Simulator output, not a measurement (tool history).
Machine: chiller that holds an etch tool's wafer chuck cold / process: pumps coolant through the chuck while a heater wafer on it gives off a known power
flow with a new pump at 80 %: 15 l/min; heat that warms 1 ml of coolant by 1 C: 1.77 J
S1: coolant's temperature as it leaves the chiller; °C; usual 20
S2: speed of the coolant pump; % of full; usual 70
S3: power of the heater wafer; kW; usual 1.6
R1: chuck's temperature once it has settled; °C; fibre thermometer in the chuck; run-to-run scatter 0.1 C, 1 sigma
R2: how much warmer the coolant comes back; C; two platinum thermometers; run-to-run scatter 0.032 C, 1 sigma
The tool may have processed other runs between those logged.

run,hour,S1,S2,S3,R1,R2
1,0,20,70,1.6,38.6,4.14
2,115.1,20,70,1.6,38.5,4.2
3,197.2,20,70,1.6,38.6,4.14
4,287.2,20,70,1.159,33.4,3.03
5,389.5,29,70,1.6,47.7,4.09
6,478.3,29,70,1.6,47.6,4.18
7,576.8,29,70,1.6,47.5,4.04
8,689.7,29,70,1.6,47.6,4.11
9,769.5,29,70,1.6,47.6,4.07
10,853.3,29,70,1.6,47.6,4.1
11,962.3,29,70,1.6,47.6,4.05
12,1052.6,29,70,1.6,47.4,4.07
13,1188.7,26,83,1.368,40.3,2.88
# hour 1353.6: coolant pump overhauled
14,1360.4,26,83,1.368,40.2,2.86
15,1516.4,26,83,1.368,40.2,2.84
16,1662.3,11,70,1.6,29.4,4.02
17,1749.9,24,66,0.875,34.7,2.25
18,1902.3,18,70,1.021,29.9,2.52
19,2034,20,76,0.89,29.8,1.94
20,2137.9,20,76,0.89,29.7,1.96
21,2216.5,23,68,1.6,41.8,4.15
# hour 2296.4: coolant changed, channels flushed
22,2341.7,19,77,1.6,36.5,3.52
23,2459,19,77,1.6,36.5,3.57
24,2641.8,20,70,1.6,38.5,3.97

What if the next run were any one of these 3? Each begins from the tool's condition after run 24:
A,2775.4,20,70,0.819,?,?
B,2775.4,15,75,2.224,?,?
C,2775.4,10,70,1.378,?,?

run,R1,R2
A,29.4,1.87
B,39.8,5.13
C,25.9,3.34
With no hidden state in the tool, these same runs would have given:
run,R1,R2
A,29.4,2.11
B,39.8,5.38
C,25.9,3.58
